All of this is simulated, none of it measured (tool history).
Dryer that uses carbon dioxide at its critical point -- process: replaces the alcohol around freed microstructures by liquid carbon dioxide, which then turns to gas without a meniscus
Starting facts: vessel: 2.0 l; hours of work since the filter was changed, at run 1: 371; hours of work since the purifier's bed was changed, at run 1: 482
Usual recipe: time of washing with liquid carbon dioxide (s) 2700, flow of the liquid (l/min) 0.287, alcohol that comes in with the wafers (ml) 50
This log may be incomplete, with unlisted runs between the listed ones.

| run | hour | time of washing with liquid carbon dioxide (s) | flow of the liquid (l/min) | alcohol that comes in with the wafers (ml) | hours of work since the filter was changed | hours of work since the purifier's bed was changed | alcohol left in the vessel before it's heated (ppm by volume) |
|---|---|---|---|---|---|---|---|
| 1 | 0.0 | 2700 | 0.287 | 50 | 371 | 482 | 360 |
| 2 | 30.5 | 2700 | 0.287 | 50 | 383 | 494 | 371 |
| 3 | 72.5 | 2400 | 0.287 | 50 | 400 | 511 | 564 |
| 4 | 112.6 | 2700 | 0.287 | 69 | 416 | 527 | 505 |
| 5 | 137.5 | 2700 | 0.435 | 50 | 426 | 537 | 150 |
| 6 | 155.8 | 2700 | 0.435 | 50 | 433 | 544 | 147 |
| 7 | 195.5 | 2700 | 0.287 | 50 | 449 | 560 | 435 |
| 8 | 230.6 | 2700 | 0.287 | 50 | 463 | 574 | 424 |
| 9 | 257.6 | 2700 | 0.287 | 50 | 474 | 585 | 436 |
| 10 | 298.2 | 2700 | 0.287 | 50 | 490 | 601 | 463 |
| 11 | 342.0 | 2700 | 0.287 | 50 | 508 | 619 | 454 |
|  | 350.5 | inlet filter changed |
| 12 | 378.5 | 2700 | 0.287 | 50 | 11 | 633 | 274 |
| 13 | 409.9 | 2700 | 0.287 | 50 | 24 | 646 | 273 |
| 14 | 448.9 | 2820 | 0.210 | 50 | 39 | 661 | 637 |

Run 15 comes next. What will it give?
| 15 | 488.9 | 2820 | 0.451 | 50 | 55 | 677 | ? |

{"run 15": {"alcohol left in the vessel before it's heated (ppm by volume)": 154}}
The same run, on a tool lacking any hidden state, would have yielded alcohol left in the vessel before it's heated (ppm by volume) 3.

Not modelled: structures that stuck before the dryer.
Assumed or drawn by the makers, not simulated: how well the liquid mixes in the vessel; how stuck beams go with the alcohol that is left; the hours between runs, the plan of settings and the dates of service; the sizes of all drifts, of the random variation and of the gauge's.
